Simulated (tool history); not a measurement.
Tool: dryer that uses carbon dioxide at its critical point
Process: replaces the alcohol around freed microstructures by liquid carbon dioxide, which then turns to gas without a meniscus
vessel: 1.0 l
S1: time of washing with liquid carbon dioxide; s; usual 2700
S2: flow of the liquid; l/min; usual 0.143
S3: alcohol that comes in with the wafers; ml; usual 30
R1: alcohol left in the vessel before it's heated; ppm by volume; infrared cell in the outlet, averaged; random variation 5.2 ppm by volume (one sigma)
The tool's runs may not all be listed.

run   hour    S1     S2   S3   R1
  1    0.0  2700  0.143   30  140
  2    8.7  2700  0.217   30   44
  3   23.2  2700  0.217   30   39
  4   33.4  2700  0.217   30   41
  5   51.5  2700  0.143   50  236
  6   65.8  2700  0.143   50  216
  7   85.0  2700  0.143   50  216
  8   96.4  3480  0.140   24   64
  9  108.0  4320  0.143   30   45
 10  126.6  2040  0.177  100  590
 11  141.4  3180  0.099   38  482
 12  150.2  2700  0.143   82  370
 13  162.4  1860  0.143   32  752
 14  178.9  3240  0.214   25   49

Forecast each of these 3 alternatives for the next run:
  A  196.1  3600  0.199  25   ?
  B  196.1  1620  0.214  25   ?
  C  196.1  3240  0.214  49   ?

run   R1
  A   47
  B  205
  C   42
Without the tool's hidden state the same runs would have given:
run   R1
  A   10
  B  132
  C    3
